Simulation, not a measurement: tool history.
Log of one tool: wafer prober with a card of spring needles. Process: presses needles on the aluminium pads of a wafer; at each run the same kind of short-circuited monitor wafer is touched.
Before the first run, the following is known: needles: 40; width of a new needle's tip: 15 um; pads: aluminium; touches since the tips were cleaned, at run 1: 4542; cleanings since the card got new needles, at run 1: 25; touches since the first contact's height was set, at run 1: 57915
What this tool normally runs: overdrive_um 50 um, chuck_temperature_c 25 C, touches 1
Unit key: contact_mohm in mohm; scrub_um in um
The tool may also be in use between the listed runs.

run     day  overdrive_um  chuck_temperature_c  touches  touches since the tips were cleaned  cleanings since the card got new needles  touches since the first contact's height was set  contact_mohm  scrub_um
  1       0            50                   25        1                                 4542                                        25                                             57915           272     10.87
      0.558  -- tips cleaned on abrasive film
      1.704  -- tips cleaned on abrasive film
      2.679  -- tips cleaned on abrasive film
  2   2.858            50                   25        1                                 1478                                        28                                             81336           266     10.86
      3.712  -- tips cleaned on abrasive film
  3   4.633            50                   25        1                                 7580                                        29                                             95909           274     10.93
      4.808  -- tips cleaned on abrasive film
      5.792  -- tips cleaned on abrasive film
      6.804  -- tips cleaned on abrasive film
  4   7.467            50                   25        1                                 5429                                        32                                            119099           272     10.91
      7.842  -- tips cleaned on abrasive film
        8.9  -- tips cleaned on abrasive film
      9.979  -- tips cleaned on abrasive film
  5  10.388            50                   25        1                                 3374                                        35                                            143040           271     10.97
      10.95  -- tips cleaned on abrasive film
     11.975  -- tips cleaned on abrasive film
     12.321  -- height of the first contact set anew
  6    12.5            50                   25        1                                 4224                                        37                                              1459           268     11.02
     12.967  -- tips cleaned on abrasive film
     13.938  -- tips cleaned on abrasive film
  7  13.946            50                   25        3                                   84                                        39                                             13304           270     10.99
     14.892  -- tips cleaned on abrasive film
     15.917  -- tips cleaned on abrasive film
  8  16.804            50                   25        3                                 7283                                        41                                             36735           269     10.96
     16.992  -- tips cleaned on abrasive film
     18.125  -- tips cleaned on abrasive film
  9  18.946            50                   25        1                                 6735                                        43                                             54278           268     11.06
     19.138  -- tips cleaned on abrasive film
     20.238  -- tips cleaned on abrasive film
 10  21.138            58                   59        1                                 7393                                        45                                             72241           274     12.75
     21.371  -- tips cleaned on abrasive film
     22.496  -- tips cleaned on abrasive film
 11  22.733            36                  121        2                                 1941                                        47                                             85312           306         8
     23.604  -- tips cleaned on abrasive film
       24.7  -- tips cleaned on abrasive film
 12  25.554            41                   90        2                                 7027                                        49                                            108464           292      9.08
     25.792  -- tips cleaned on abrasive film
     26.775  -- tips cleaned on abrasive film
     27.729  -- tips cleaned on abrasive film
 13    28.4            41                   90        2                                 5521                                        52                                            131761           297      9.06
     28.708  -- tips cleaned on abrasive film
       29.8  -- tips cleaned on abrasive film
     30.817  -- tips cleaned on abrasive film
 14  30.883            32                  116        1                                  559                                        55                                            152100           311      7.07
     31.754  -- height of the first contact set anew
     31.946  -- tips cleaned on abrasive film
 15  32.608            39                  120        2                                 5464                                        56                                              7005           306      8.59
     32.958  -- tips cleaned on abrasive film
     33.929  -- tips cleaned on abrasive film
 16  33.929            39                  120        2                                    0                                        58                                             17774           305      8.61
     34.888  -- tips cleaned on abrasive film
     36.021  -- tips cleaned on abrasive film
 17  36.888            39                  120        2                                 7148                                        60                                             42067           307      8.59

Alternative continuations, all from the tool just after run 17; predict every row:
     37.108  -- tips cleaned on abrasive film
     38.121  -- tips cleaned on abrasive film
     39.108  -- tips cleaned on abrasive film
  A  39.912            46                  120        2                                 6605                                        63                                             66838             ?         ?
     37.108  -- tips cleaned on abrasive film
     38.121  -- tips cleaned on abrasive film
     39.108  -- tips cleaned on abrasive film
  B  39.912            49                   32        1                                 6605                                        63                                             66838             ?         ?
     37.108  -- tips cleaned on abrasive film
     38.121  -- tips cleaned on abrasive film
     39.108  -- tips cleaned on abrasive film
  C  39.912            55                   77        2                                 6605                                        63                                             66838             ?         ?
     37.108  -- tips cleaned on abrasive film
     38.121  -- tips cleaned on abrasive film
     39.108  -- tips cleaned on abrasive film
  D  39.912            50                   25        2                                 6605                                        63                                             66838             ?         ?
     37.108  -- tips cleaned on abrasive film
     38.121  -- tips cleaned on abrasive film
     39.108  -- tips cleaned on abrasive film
  E  39.912            50                   25        2                                 6605                                        63                                             66838             ?         ?

run  contact_mohm  scrub_um
  A           299     10.16
  B           272     10.78
  C           287     12.26
  D           270     11.03
  E           272     11.12
Without the tool's hidden state the same runs would have given:
run  contact_mohm  scrub_um
  A           298      9.97
  B           271     10.58
  C           286     12.03
  D           269     10.82
  E           272     10.92

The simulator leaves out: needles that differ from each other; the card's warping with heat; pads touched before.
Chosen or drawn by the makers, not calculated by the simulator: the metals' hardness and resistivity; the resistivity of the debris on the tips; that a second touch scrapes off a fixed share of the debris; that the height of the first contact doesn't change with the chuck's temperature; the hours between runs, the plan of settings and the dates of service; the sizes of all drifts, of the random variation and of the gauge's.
